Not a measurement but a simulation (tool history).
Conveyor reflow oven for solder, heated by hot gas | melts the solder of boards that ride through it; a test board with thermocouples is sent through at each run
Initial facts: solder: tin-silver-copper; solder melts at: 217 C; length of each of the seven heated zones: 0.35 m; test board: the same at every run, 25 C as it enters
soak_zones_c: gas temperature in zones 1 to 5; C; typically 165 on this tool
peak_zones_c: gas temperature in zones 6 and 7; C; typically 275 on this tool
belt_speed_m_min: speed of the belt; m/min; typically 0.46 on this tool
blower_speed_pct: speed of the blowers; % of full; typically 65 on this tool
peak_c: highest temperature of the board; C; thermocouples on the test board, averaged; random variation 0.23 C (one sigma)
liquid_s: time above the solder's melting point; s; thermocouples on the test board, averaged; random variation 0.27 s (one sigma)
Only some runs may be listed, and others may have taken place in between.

{"run": 1, "hour": 0.0, "soak_zones_c": 165, "peak_zones_c": 275, "belt_speed_m_min": 0.46, "blower_speed_pct": 65, "peak_c": 246.7, "liquid_s": 57.3}
{"run": 2, "hour": 54.7, "soak_zones_c": 165, "peak_zones_c": 275, "belt_speed_m_min": 0.46, "blower_speed_pct": 65, "peak_c": 246.8, "liquid_s": 57.2}
{"hour": 77.2, "done": "flux residue cleaned out of gas plates and filters"}
{"run": 3, "hour": 106.9, "soak_zones_c": 165, "peak_zones_c": 275, "belt_speed_m_min": 0.46, "blower_speed_pct": 65, "peak_c": 248.9, "liquid_s": 60.8}
{"run": 4, "hour": 180.4, "soak_zones_c": 165, "peak_zones_c": 275, "belt_speed_m_min": 0.38, "blower_speed_pct": 65, "peak_c": 256.2, "liquid_s": 83.1}
{"run": 5, "hour": 244.8, "soak_zones_c": 165, "peak_zones_c": 275, "belt_speed_m_min": 0.46, "blower_speed_pct": 65, "peak_c": 248.4, "liquid_s": 59.6}
{"run": 6, "hour": 284.1, "soak_zones_c": 165, "peak_zones_c": 275, "belt_speed_m_min": 0.46, "blower_speed_pct": 65, "peak_c": 248.2, "liquid_s": 59.7}
{"run": 7, "hour": 347.8, "soak_zones_c": 165, "peak_zones_c": 275, "belt_speed_m_min": 0.46, "blower_speed_pct": 65, "peak_c": 247.9, "liquid_s": 59.5}
{"hour": 356.3, "done": "thermocouples of zones 6 and 7 changed"}
{"run": 8, "hour": 415.0, "soak_zones_c": 165, "peak_zones_c": 275, "belt_speed_m_min": 0.46, "blower_speed_pct": 65, "peak_c": 248.1, "liquid_s": 59.6}
{"run": 9, "hour": 475.7, "soak_zones_c": 165, "peak_zones_c": 275, "belt_speed_m_min": 0.46, "blower_speed_pct": 65, "peak_c": 248, "liquid_s": 59.5}
{"run": 10, "hour": 547.7, "soak_zones_c": 178, "peak_zones_c": 275, "belt_speed_m_min": 0.46, "blower_speed_pct": 65, "peak_c": 250.6, "liquid_s": 67.3}
{"run": 11, "hour": 592.7, "soak_zones_c": 178, "peak_zones_c": 275, "belt_speed_m_min": 0.46, "blower_speed_pct": 65, "peak_c": 250.6, "liquid_s": 68.3}
{"hour": 604.0, "done": "belt drive overhauled, speed set with a stopwatch"}
{"hour": 640.8, "done": "flux residue cleaned out of gas plates and filters"}
{"run": 12, "hour": 648.3, "soak_zones_c": 178, "peak_zones_c": 275, "belt_speed_m_min": 0.46, "blower_speed_pct": 65, "peak_c": 253.5, "liquid_s": 71.1}
{"run": 13, "hour": 692.1, "soak_zones_c": 165, "peak_zones_c": 275, "belt_speed_m_min": 0.46, "blower_speed_pct": 65, "peak_c": 250, "liquid_s": 62.5}
{"hour": 728.3, "done": "belt drive overhauled, speed set with a stopwatch, once more"}
{"run": 14, "hour": 767.8, "soak_zones_c": 165, "peak_zones_c": 280, "belt_speed_m_min": 0.46, "blower_speed_pct": 65, "peak_c": 252, "liquid_s": 62.5}
{"run": 15, "hour": 819.2, "soak_zones_c": 165, "peak_zones_c": 280, "belt_speed_m_min": 0.46, "blower_speed_pct": 65, "peak_c": 252.2, "liquid_s": 62.1}
{"run": 16, "hour": 896.4, "soak_zones_c": 165, "peak_zones_c": 280, "belt_speed_m_min": 0.46, "blower_speed_pct": 61, "peak_c": 250, "liquid_s": 59.9}
{"run": 17, "hour": 959.1, "soak_zones_c": 165, "peak_zones_c": 277, "belt_speed_m_min": 0.46, "blower_speed_pct": 65, "peak_c": 249, "liquid_s": 59.4}
{"run": 18, "hour": 1015.7, "soak_zones_c": 165, "peak_zones_c": 277, "belt_speed_m_min": 0.46, "blower_speed_pct": 65, "peak_c": 248.7, "liquid_s": 58.8}
{"run": 19, "hour": 1064.2, "soak_zones_c": 168, "peak_zones_c": 272, "belt_speed_m_min": 0.421, "blower_speed_pct": 65, "peak_c": 248.6, "liquid_s": 66.9}
{"run": 20, "hour": 1113.6, "soak_zones_c": 157, "peak_zones_c": 272, "belt_speed_m_min": 0.421, "blower_speed_pct": 65, "peak_c": 246.2, "liquid_s": 59.1}
{"run": 21, "hour": 1154.6, "soak_zones_c": 157, "peak_zones_c": 272, "belt_speed_m_min": 0.421, "blower_speed_pct": 65, "peak_c": 246, "liquid_s": 59.1}
{"hour": 1200.8, "done": "flux residue cleaned out of gas plates and filters"}
{"run": 22, "hour": 1202.8, "soak_zones_c": 157, "peak_zones_c": 272, "belt_speed_m_min": 0.421, "blower_speed_pct": 65, "peak_c": 248.3, "liquid_s": 62.2}
{"run": 23, "hour": 1278.2, "soak_zones_c": 165, "peak_zones_c": 280, "belt_speed_m_min": 0.373, "blower_speed_pct": 72, "peak_c": 262.9, "liquid_s": 91.2}
{"run": 24, "hour": 1330.8, "soak_zones_c": 165, "peak_zones_c": 280, "belt_speed_m_min": 0.373, "blower_speed_pct": 71, "peak_c": 262.9, "liquid_s": 90.5}
{"run": 25, "hour": 1389.7, "soak_zones_c": 165, "peak_zones_c": 280, "belt_speed_m_min": 0.373, "blower_speed_pct": 71, "peak_c": 262.8, "liquid_s": 90.2}
{"run": 26, "hour": 1466.7, "soak_zones_c": 158, "peak_zones_c": 268, "belt_speed_m_min": 0.47, "blower_speed_pct": 65, "peak_c": 239.3, "liquid_s": 45.1}
{"run": 27, "hour": 1521.8, "soak_zones_c": 158, "peak_zones_c": 285, "belt_speed_m_min": 0.47, "blower_speed_pct": 65, "peak_c": 253.2, "liquid_s": 59.6}
{"run": 28, "hour": 1590.5, "soak_zones_c": 158, "peak_zones_c": 285, "belt_speed_m_min": 0.461, "blower_speed_pct": 61, "peak_c": 251.6, "liquid_s": 59.3}
{"run": 29, "hour": 1663.6, "soak_zones_c": 158, "peak_zones_c": 285, "belt_speed_m_min": 0.461, "blower_speed_pct": 61, "peak_c": 251.2, "liquid_s": 58.4}

Per-run results on a tool with no hidden state, each run keeping its own random variation:
Hidden conditions of the tool in this case: heat that the gas passes to the board, % of a clean oven's; belt's true speed, % of the reading; true gas temperature in zones 6 and 7 over the reading, C; drift of the gauge itself on peak_c, C; drift of the gauge itself on liquid_s, %.
run=1 peak_c=249.5 liquid_s=59.8
run=2 peak_c=249.9 liquid_s=60.1
run=3 peak_c=249.2 liquid_s=59.8
run=4 peak_c=257 liquid_s=82.2
run=5 peak_c=249.4 liquid_s=59.5
run=6 peak_c=249.4 liquid_s=59.8
run=7 peak_c=249.5 liquid_s=59.9
run=8 peak_c=249.3 liquid_s=59.7
run=9 peak_c=249.6 liquid_s=60
run=10 peak_c=252.3 liquid_s=67.6
run=11 peak_c=252.6 liquid_s=68.8
run=12 peak_c=252.9 liquid_s=68.2
run=13 peak_c=249.6 liquid_s=59.9
run=14 peak_c=253.3 liquid_s=63.9
run=15 peak_c=253.7 liquid_s=63.6
run=16 peak_c=251.8 liquid_s=61.9
run=17 peak_c=251.3 liquid_s=61.7
run=18 peak_c=251.2 liquid_s=61.6
run=19 peak_c=251.1 liquid_s=69.8
run=20 peak_c=249.2 liquid_s=62.7
run=21 peak_c=249.2 liquid_s=62.9
run=22 peak_c=248.9 liquid_s=62.5
run=23 peak_c=263.9 liquid_s=91.3
run=24 peak_c=264.2 liquid_s=90.8
run=25 peak_c=264.3 liquid_s=90.7
run=26 peak_c=241.2 liquid_s=47.2
run=27 peak_c=255.5 liquid_s=61.2
run=28 peak_c=254.2 liquid_s=61.2
run=29 peak_c=254.2 liquid_s=60.8
